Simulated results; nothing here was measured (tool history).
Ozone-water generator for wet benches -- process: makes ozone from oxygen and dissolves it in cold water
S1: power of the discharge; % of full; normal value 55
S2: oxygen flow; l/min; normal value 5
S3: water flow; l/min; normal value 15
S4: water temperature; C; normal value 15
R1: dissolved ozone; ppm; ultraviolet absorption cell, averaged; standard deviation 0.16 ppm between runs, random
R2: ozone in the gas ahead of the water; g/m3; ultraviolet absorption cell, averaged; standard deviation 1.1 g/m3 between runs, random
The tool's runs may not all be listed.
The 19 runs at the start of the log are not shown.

run	hour	S1	S2	S3	S4	R1	R2
20	548.8	75	5	14	16	23.9	220.4
21	568.5	87	5.5	12	16	29.7	227.8
22	609.5	70	2.71	12	8	28.5	282.6
23	626.1	70	8.51	12	8	29.9	161.8
24	657.6	70	8.51	12	8	29	161.3
25	681.8	70	8.51	12	8	29.2	160.1
26	721.1	70	3.71	12	8	29.6	244.6
27	748.2	55	5.18	20	15	14.1	179.3
28	779.7	92	5	20	15	18.8	242.6
29	796.5	68	5	9	16	32.7	207.3
30	826.9	68	5	9	16	32.8	206.9
31	844.7	60	5	15	15	20.1	194.8
32	879.3	48	6.17	15	7	19.8	152.7
33	909.4	48	6.17	15	7	19.9	152.3

Consider 4 possible next runs. They are alternatives, not a sequence: every one starts from the tool as it was left by run 33. What does each give?
A	942.2	74	3.33	22	15	?	?
B	942.2	48	6.17	18	16	?	?
C	942.2	48	4.94	15	7	?	?
D	942.2	71	5	15	8	?	?

run	R1	R2
A	14.1	265.4
B	14.3	150.4
C	19.6	171
D	24.3	211.6
Stripped of hidden state, with their random variation kept, the same runs would have yielded:
run	R1	R2
A	15.7	270.5
B	15.7	152.6
C	21.4	173.4
D	26.7	215.5

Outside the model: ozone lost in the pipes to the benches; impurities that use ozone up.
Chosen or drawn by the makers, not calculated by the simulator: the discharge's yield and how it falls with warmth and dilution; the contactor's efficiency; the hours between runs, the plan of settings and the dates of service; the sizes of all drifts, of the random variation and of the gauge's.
